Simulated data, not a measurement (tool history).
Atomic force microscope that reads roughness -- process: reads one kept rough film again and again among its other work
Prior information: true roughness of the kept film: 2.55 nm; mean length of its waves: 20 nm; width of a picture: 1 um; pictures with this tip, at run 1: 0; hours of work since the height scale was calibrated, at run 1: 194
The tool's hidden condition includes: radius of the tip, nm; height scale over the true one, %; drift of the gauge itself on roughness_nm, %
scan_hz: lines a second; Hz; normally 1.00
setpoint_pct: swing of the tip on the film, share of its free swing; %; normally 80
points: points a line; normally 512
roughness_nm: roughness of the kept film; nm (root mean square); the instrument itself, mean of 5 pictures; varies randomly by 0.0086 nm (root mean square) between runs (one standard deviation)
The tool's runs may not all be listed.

run   hour  scan_hz  setpoint_pct  points  pictures with this tip  hours of work since the height scale was calibrated  roughness_nm
  1    0.0     1.00            80     512                       0                                                  194         1.883
  2   53.1     1.00            80     512                      63                                                  226         1.873
  3  112.9     1.00            80     512                     133                                                  262         1.882
  4  155.2     0.75            80     512                     183                                                  287         1.909
     176.0  -- new tip fitted
  5  215.4     0.75            80     512                      46                                                  323         1.901
  6  246.7     0.75            80     512                      83                                                  342         1.915
  7  277.2     1.00            80     609                     119                                                  361         1.899
  8  325.0     1.00            80     609                     175                                                  389         1.889
     355.1  -- new tip fitted
  9  370.3     1.00            80     456                      18                                                  416         1.894
 10  400.6     1.00            80     512                      53                                                  435         1.890
 11  459.3     1.72            77     676                     122                                                  470         1.835
 12  514.8     1.72            77     676                     188                                                  504         1.836
     532.0  -- new tip fitted
 13  564.8     0.63            80     673                      39                                                  533         1.945
 14  597.7     0.63            80     274                      77                                                  553         1.877
 15  647.9     1.97            56     512                     137                                                  584         1.940
 16  684.8     1.97            69     310                     180                                                  606         1.845

Expected results for the next run?
     709.7  -- new tip fitted
 17  731.9     0.74            77     410                      26                                                  634             ?

{"run 17": {"roughness_nm": 1.922}}
On a tool with no hidden condition, and with the same random variation, this run would have come out at roughness_nm 1.923 nm (root mean square).
